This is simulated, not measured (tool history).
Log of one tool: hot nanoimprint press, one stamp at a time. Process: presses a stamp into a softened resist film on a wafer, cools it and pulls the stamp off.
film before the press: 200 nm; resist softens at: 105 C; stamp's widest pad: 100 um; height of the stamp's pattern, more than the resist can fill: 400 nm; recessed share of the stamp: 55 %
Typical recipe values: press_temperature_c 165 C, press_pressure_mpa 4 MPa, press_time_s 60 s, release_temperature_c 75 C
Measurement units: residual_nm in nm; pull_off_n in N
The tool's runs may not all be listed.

run,hour,press_temperature_c,press_pressure_mpa,press_time_s,release_temperature_c,residual_nm,pull_off_n
1,0,165,4,60,75,81.8,207
2,27.3,165,4,60,75,81.3,206
3,50.1,165,4,60,75,82.6,221
4,73,165,4,60,75,80.9,218
# hour 80.1: plate thermocouple calibrated
# hour 105.8: stamp cleaned and given a new release coat
5,105.8,165,4,60,75,79.9,180
6,131.3,164,4,60,75,85.2,185
# hour 161.7: plate thermocouple calibrated, once more
7,178.5,168,4,83,75,60.7,184
8,201.6,168,5.94,110,75,44.4,184
9,233.5,165,6.09,40,74,81.3,187
10,262.7,165,6.09,40,74,80.2,194
11,304.5,165,4,60,72,82.8,200

Predict each of these 3 candidate next runs independently; none follows another, all start after run 11:
A,349.5,165,4,60,81,?,?
B,349.5,164,4,52,72,?,?
C,349.5,175,4,60,80,?,?

run,residual_nm,pull_off_n
A,82.4,190
B,93,210
C,46.6,193
With no hidden state in the tool, these same runs would have given:
run,residual_nm,pull_off_n
A,83.3,173
B,94,191
C,47,176
